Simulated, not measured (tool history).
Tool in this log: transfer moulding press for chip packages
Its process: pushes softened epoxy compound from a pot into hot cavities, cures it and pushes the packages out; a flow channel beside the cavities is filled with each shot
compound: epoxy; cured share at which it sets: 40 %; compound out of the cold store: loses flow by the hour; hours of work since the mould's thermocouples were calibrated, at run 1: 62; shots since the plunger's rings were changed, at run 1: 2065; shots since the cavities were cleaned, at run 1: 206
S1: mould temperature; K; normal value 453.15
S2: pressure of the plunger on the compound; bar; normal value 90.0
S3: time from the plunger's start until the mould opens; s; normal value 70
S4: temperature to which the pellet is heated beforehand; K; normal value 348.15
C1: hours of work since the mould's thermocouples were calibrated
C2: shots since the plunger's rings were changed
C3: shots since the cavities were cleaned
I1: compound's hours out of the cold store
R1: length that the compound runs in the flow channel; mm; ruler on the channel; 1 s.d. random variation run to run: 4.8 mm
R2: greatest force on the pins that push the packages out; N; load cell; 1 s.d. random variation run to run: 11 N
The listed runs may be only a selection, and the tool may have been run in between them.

run	day	S1	S2	S3	S4	C1	C2	C3	I1	R1	R2
1	0.000	453.15	90.0	70	348.15	62	2065	206	22.0	879	721
2	0.238	453.15	90.0	56	348.15	65	2134	275	18.5	876	1351
3	0.562	453.15	90.0	56	348.15	69	2229	370	20.6	875	1469
4	0.925	453.15	90.0	56	348.15	73	2335	476	12.4	890	1545
# day 1.196: cavities cleaned with cleaning compound and waxed
5	1.221	453.15	90.0	56	348.15	76	2404	8	25.3	855	931
6	1.683	453.15	90.0	56	348.15	81	2538	142	20.5	866	1164
7	1.942	453.15	90.0	56	348.15	84	2614	218	39.1	824	1272
8	2.304	453.15	90.0	56	348.15	88	2720	324	47.3	808	1328
9	2.742	448.15	71.5	80	348.15	93	2848	452	27.1	768	800
# day 3.092: cavities cleaned with cleaning compound and waxed
10	3.179	448.15	71.5	80	348.15	98	2957	25	9.4	813	566
11	3.575	447.15	69.5	70	357.15	102	3074	142	29.8	745	903
# day 3.779: plunger's sealing rings changed
12	4.000	445.15	108.7	70	343.15	106	65	236	31.6	978	1198
13	4.329	445.15	108.7	70	343.15	110	160	331	15.4	1036	1364
14	4.683	445.15	80.5	70	343.15	114	264	435	19.3	875	1470

Below are 3 alternative next runs, each starting from the tool's condition after run 14. Predict each:
A	4.979	445.15	92.0	70	343.15	117	351	522	26.3	?	?
B	4.979	446.15	90.0	105	348.15	117	351	522	13.5	?	?
C	4.979	450.15	69.5	70	348.15	117	351	522	29.1	?	?

run	R1	R2
A	916	1428
B	944	680
C	780	1016
Without the tool's unlogged condition, the same runs would have read:
run	R1	R2
A	922	871
B	950	412
C	784	617
